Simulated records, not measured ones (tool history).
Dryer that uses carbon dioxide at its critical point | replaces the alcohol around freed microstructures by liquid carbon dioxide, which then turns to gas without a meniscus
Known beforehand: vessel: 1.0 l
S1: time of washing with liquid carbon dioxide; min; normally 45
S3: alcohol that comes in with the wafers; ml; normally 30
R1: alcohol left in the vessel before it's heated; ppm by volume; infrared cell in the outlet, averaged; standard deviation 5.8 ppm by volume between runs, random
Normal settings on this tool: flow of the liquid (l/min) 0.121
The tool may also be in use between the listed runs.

Run 1, hour 0: usual settings. Result: R1 332 ppm by volume.
Run 2, hour 13.6: usual settings. Result: R1 315 ppm by volume.
Run 3, hour 30.6: usual settings. Result: R1 333 ppm by volume.
Run 4, hour 45.4: usual settings but flow of the liquid (l/min) 0.091. Result: R1 952 ppm by volume.
Run 5, hour 62.5: usual settings but flow of the liquid (l/min) 0.091. Result: R1 979 ppm by volume.
Run 6, hour 71.1: usual settings but S3 37 ml. Result: R1 415 ppm by volume.
Run 7, hour 83.1: usual settings but S3 44 ml. Result: R1 482 ppm by volume.
Run 8, hour 96.8: usual settings but flow of the liquid (l/min) 0.136. Result: R1 228 ppm by volume.
Run 9, hour 107.5: usual settings but S3 105 ml. Result: R1 1114 ppm by volume.
Run 10, hour 123.7: usual settings but flow of the liquid (l/min) 0.083. Result: R1 1375 ppm by volume.
Run 11, hour 137.6: usual settings but flow of the liquid (l/min) 0.083. Result: R1 1393 ppm by volume.
At hour 154.9: inlet filter changed.
Run 12, hour 156.9: usual settings but flow of the liquid (l/min) 0.083. Result: R1 1047 ppm by volume.
Run 13, hour 164.7: usual settings but flow of the liquid (l/min) 0.106. Result: R1 440 ppm by volume.
Run 14, hour 180.6: usual settings but S1 42 min. Result: R1 362 ppm by volume.
Run 15, hour 197.5: usual settings but S1 42 min. Result: R1 356 ppm by volume.
Run 16, hour 214.6: usual settings but S1 42 min, flow of the liquid (l/min) 0.189, S3 22 ml. Result: R1 91 ppm by volume.
Run 17, hour 223.1: usual settings but S1 52 min, flow of the liquid (l/min) 0.124, S3 98 ml. Result: R1 339 ppm by volume.
Run 18, hour 236.8: usual settings but S1 43 min, flow of the liquid (l/min) 0.167, S3 26 ml. Result: R1 132 ppm by volume.
Run 19, hour 255.7: usual settings but flow of the liquid (l/min) 0.141. Result: R1 190 ppm by volume.
Run 20, hour 269.6: usual settings but S1 32 min, flow of the liquid (l/min) 0.075, S3 31 ml. Result: R1 3646 ppm by volume.
Run 21, hour 283.5: usual settings but S1 49 min. Result: R1 233 ppm by volume.
Run 22, hour 294.1: usual settings but S1 49 min. Result: R1 241 ppm by volume.
Run 23, hour 307.4: usual settings but S1 50 min, flow of the liquid (l/min) 0.153, S3 103 ml. Result: R1 204 ppm by volume.
Run 24, hour 324.6: usual settings but S1 50 min, flow of the liquid (l/min) 0.153, S3 103 ml. Result: R1 196 ppm by volume.
Run 25, hour 337.9: usual settings but S1 66 min, flow of the liquid (l/min) 0.13, S3 27 ml. Result: R1 115 ppm by volume.
Run 26, hour 348.6: usual settings but S1 41 min, flow of the liquid (l/min) 0.13, S3 27 ml. Result: R1 333 ppm by volume.
Run 27, hour 366.5: usual settings but S1 41 min, flow of the liquid (l/min) 0.13, S3 27 ml. Result: R1 333 ppm by volume.
Run 28, hour 385.2: usual settings but flow of the liquid (l/min) 0.118. Result: R1 374 ppm by volume.
Run 29, hour 399.6: usual settings but S1 50 min. Result: R1 247 ppm by volume.

The same runs without the tool's hidden state, with the same run-to-run variation:
Unlogged tool condition in this case: flow that reaches the vessel past the clogged filter, %; alcohol in the recycled carbon dioxide, ppm; drift of the gauge itself on alcohol_ppm, %.
run    R1
  1   206
  2   185
  3   197
  4   672
  5   681
  6   241
  7   282
  8   104
  9   675
 10   961
 11   963
 12   971
 13   365
 14   280
 15   270
 16    13
 17   243
 18    46
 19    97
 20  3407
 21   126
 22   133
 23    95
 24    81
 25    13
 26   199
 27   194
 28   221
 29   114
